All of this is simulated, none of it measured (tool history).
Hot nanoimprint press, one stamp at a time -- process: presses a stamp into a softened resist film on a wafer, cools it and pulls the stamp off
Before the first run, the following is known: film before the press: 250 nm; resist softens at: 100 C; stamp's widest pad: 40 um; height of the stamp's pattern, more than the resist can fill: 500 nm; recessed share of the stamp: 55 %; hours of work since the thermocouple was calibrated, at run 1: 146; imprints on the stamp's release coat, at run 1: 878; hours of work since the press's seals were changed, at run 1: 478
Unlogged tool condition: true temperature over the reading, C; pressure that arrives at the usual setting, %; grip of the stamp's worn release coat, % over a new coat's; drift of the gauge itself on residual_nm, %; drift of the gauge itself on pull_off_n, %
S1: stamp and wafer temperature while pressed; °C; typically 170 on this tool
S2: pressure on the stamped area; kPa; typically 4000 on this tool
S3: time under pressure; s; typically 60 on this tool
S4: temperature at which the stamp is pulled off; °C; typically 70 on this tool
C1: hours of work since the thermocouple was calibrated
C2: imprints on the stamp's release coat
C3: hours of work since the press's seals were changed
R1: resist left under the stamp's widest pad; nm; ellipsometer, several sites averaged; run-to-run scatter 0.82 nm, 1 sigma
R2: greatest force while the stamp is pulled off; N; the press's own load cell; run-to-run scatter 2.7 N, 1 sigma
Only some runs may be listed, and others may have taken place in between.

{"run": 1, "day": 0.0, "S1": 170, "S2": 4000, "S3": 60, "S4": 70, "C1": 146, "C2": 878, "C3": 478, "R1": 106.3, "R2": 144}
{"run": 2, "day": 0.871, "S1": 170, "S2": 5190, "S3": 60, "S4": 70, "C1": 157, "C2": 913, "C3": 489, "R1": 93.7, "R2": 152}
{"run": 3, "day": 1.35, "S1": 170, "S2": 5190, "S3": 60, "S4": 70, "C1": 163, "C2": 933, "C3": 495, "R1": 95, "R2": 148}
{"run": 4, "day": 1.971, "S1": 163, "S2": 5190, "S3": 60, "S4": 70, "C1": 171, "C2": 958, "C3": 502, "R1": 140.1, "R2": 157}
{"run": 5, "day": 2.758, "S1": 170, "S2": 4000, "S3": 60, "S4": 66, "C1": 180, "C2": 989, "C3": 512, "R1": 105.7, "R2": 166}
{"run": 6, "day": 3.421, "S1": 170, "S2": 4000, "S3": 60, "S4": 66, "C1": 188, "C2": 1016, "C3": 520, "R1": 106.2, "R2": 170}
{"run": 7, "day": 4.083, "S1": 170, "S2": 4000, "S3": 32, "S4": 70, "C1": 197, "C2": 1043, "C3": 528, "R1": 135.7, "R2": 154}
{"run": 8, "day": 4.55, "S1": 170, "S2": 4060, "S3": 60, "S4": 70, "C1": 202, "C2": 1062, "C3": 534, "R1": 104.9, "R2": 159}
{"run": 9, "day": 5.392, "S1": 165, "S2": 4000, "S3": 60, "S4": 70, "C1": 213, "C2": 1096, "C3": 544, "R1": 139.7, "R2": 155}
{"run": 10, "day": 6.262, "S1": 170, "S2": 4000, "S3": 64, "S4": 70, "C1": 223, "C2": 1131, "C3": 555, "R1": 101.1, "R2": 158}
{"run": 11, "day": 6.729, "S1": 170, "S2": 4000, "S3": 60, "S4": 70, "C1": 229, "C2": 1150, "C3": 561, "R1": 103.4, "R2": 161}
{"run": 12, "day": 7.229, "S1": 170, "S2": 4000, "S3": 60, "S4": 70, "C1": 235, "C2": 1170, "C3": 567, "R1": 104, "R2": 161}
{"run": 13, "day": 7.796, "S1": 179, "S2": 4000, "S3": 60, "S4": 70, "C1": 242, "C2": 1193, "C3": 574, "R1": 63.1, "R2": 153}
{"run": 14, "day": 8.333, "S1": 170, "S2": 4000, "S3": 60, "S4": 70, "C1": 249, "C2": 1214, "C3": 580, "R1": 105.2, "R2": 154}
{"run": 15, "day": 8.8, "S1": 170, "S2": 4000, "S3": 60, "S4": 70, "C1": 254, "C2": 1233, "C3": 586, "R1": 104.1, "R2": 155}
{"run": 16, "day": 9.788, "S1": 170, "S2": 4990, "S3": 31, "S4": 70, "C1": 267, "C2": 1273, "C3": 598, "R1": 121, "R2": 159}
{"run": 17, "day": 10.562, "S1": 170, "S2": 4000, "S3": 60, "S4": 60, "C1": 276, "C2": 1304, "C3": 608, "R1": 105.2, "R2": 203}
{"run": 18, "day": 11.217, "S1": 170, "S2": 4000, "S3": 60, "S4": 60, "C1": 284, "C2": 1331, "C3": 616, "R1": 103.7, "R2": 210}
{"day": 12.304, "done": "plate thermocouple calibrated"}
{"run": 19, "day": 12.304, "S1": 161, "S2": 4000, "S3": 70, "S4": 73, "C1": 0, "C2": 1369, "C3": 628, "R1": 166.3, "R2": 151}
{"run": 20, "day": 12.821, "S1": 161, "S2": 4000, "S3": 70, "S4": 74, "C1": 6, "C2": 1390, "C3": 634, "R1": 164.6, "R2": 147}
{"run": 21, "day": 13.762, "S1": 161, "S2": 4000, "S3": 70, "S4": 76, "C1": 18, "C2": 1428, "C3": 646, "R1": 167.4, "R2": 142}
{"run": 22, "day": 14.367, "S1": 172, "S2": 5690, "S3": 70, "S4": 76, "C1": 25, "C2": 1453, "C3": 653, "R1": 77.5, "R2": 136}
{"run": 23, "day": 15.058, "S1": 159, "S2": 5690, "S3": 47, "S4": 76, "C1": 34, "C2": 1481, "C3": 661, "R1": 179.8, "R2": 135}
{"run": 24, "day": 15.858, "S1": 159, "S2": 5690, "S3": 47, "S4": 76, "C1": 44, "C2": 1513, "C3": 671, "R1": 180.5, "R2": 141}
{"run": 25, "day": 16.288, "S1": 172, "S2": 2720, "S3": 82, "S4": 72, "C1": 49, "C2": 1530, "C3": 677, "R1": 100.5, "R2": 158}
{"run": 26, "day": 17.025, "S1": 172, "S2": 2720, "S3": 101, "S4": 58, "C1": 58, "C2": 1560, "C3": 686, "R1": 91.6, "R2": 237}
{"run": 27, "day": 18.0, "S1": 172, "S2": 4110, "S3": 51, "S4": 74, "C1": 70, "C2": 1599, "C3": 698, "R1": 101.8, "R2": 154}
{"run": 28, "day": 18.483, "S1": 170, "S2": 4970, "S3": 37, "S4": 66, "C1": 76, "C2": 1619, "C3": 704, "R1": 120, "R2": 186}
{"run": 29, "day": 19.171, "S1": 178, "S2": 4000, "S3": 60, "S4": 70, "C1": 84, "C2": 1646, "C3": 712, "R1": 67.7, "R2": 173}
{"run": 30, "day": 20.162, "S1": 178, "S2": 4000, "S3": 60, "S4": 70, "C1": 97, "C2": 1686, "C3": 724, "R1": 68.7, "R2": 183}

Branching from run 30: 3 alternative next runs. What would each branch give?
{"run": "A", "day": 20.896, "S1": 176, "S2": 4830, "S3": 98, "S4": 70, "C1": 106, "C2": 1716, "C3": 733, "R1": "?", "R2": "?"}
{"run": "B", "day": 20.896, "S1": 168, "S2": 3460, "S3": 116, "S4": 70, "C1": 106, "C2": 1716, "C3": 733, "R1": "?", "R2": "?"}
{"run": "C", "day": 20.896, "S1": 178, "S2": 5190, "S3": 60, "S4": 70, "C1": 106, "C2": 1716, "C3": 733, "R1": "?", "R2": "?"}

run=A R1=55.9 R2=177
run=B R1=96.4 R2=170
run=C R1=59.6 R2=177
Without the tool's unlogged condition, the same runs would have read:
run=A R1=56.1 R2=125
run=B R1=97.6 R2=120
run=C R1=59.7 R2=126
